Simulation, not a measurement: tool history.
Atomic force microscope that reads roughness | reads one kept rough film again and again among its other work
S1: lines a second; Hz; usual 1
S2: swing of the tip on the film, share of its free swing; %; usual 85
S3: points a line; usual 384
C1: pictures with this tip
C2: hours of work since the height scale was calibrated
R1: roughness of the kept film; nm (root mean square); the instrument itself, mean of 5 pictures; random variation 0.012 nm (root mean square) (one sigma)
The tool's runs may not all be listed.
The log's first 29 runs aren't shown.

run,hour,S1,S2,S3,C1,C2,R1
# hour 351.9: height scale calibrated on a step standard, once more
30,354.2,1.25,85,384,151,1,2.542
31,369.7,1,84,864,172,11,2.615
# hour 380.6: new tip fitted
32,382.8,1.1,60,367,3,19,3.048
33,391,0.85,63,367,14,24,3.031
34,404.7,3.07,55,547,32,33,2.906
35,414.1,2.31,58,384,45,39,2.897
36,430,3.74,79,384,66,49,2.276
37,440.2,3.74,79,384,80,55,2.266
38,455.2,2.02,87,435,100,65,2.352
39,468.6,0.53,71,435,119,73,2.882
40,483.6,0.53,62,827,139,83,2.915
41,497.3,0.55,74,370,157,91,2.828
42,511.2,0.55,74,370,176,100,2.775
43,518.2,0.68,74,961,185,105,2.746
# hour 520: new tip fitted
44,525.8,0.74,74,632,8,109,2.998
45,533.4,0.72,73,344,18,114,2.983
46,544.2,1,57,384,33,121,3.013
47,560.7,1,57,384,55,131,2.983
48,570.6,0.59,85,349,68,137,2.866
49,585.1,0.59,60,672,88,146,2.964
50,593.9,0.59,60,672,100,152,2.96
51,605.8,0.72,88,672,116,159,2.711
52,622.9,0.72,88,672,139,170,2.678

3 ways to go on from here, each from the tool as it stands after run 52. What would each give?
A,634.8,1.3,72,932,155,178,?
B,634.8,0.72,88,772,155,178,?
C,634.8,2.5,68,768,155,178,?

run,R1
A,2.722
B,2.673
C,2.622
Without the tool's hidden state the same runs would have given:
run,R1
A,2.919
B,2.867
C,2.813
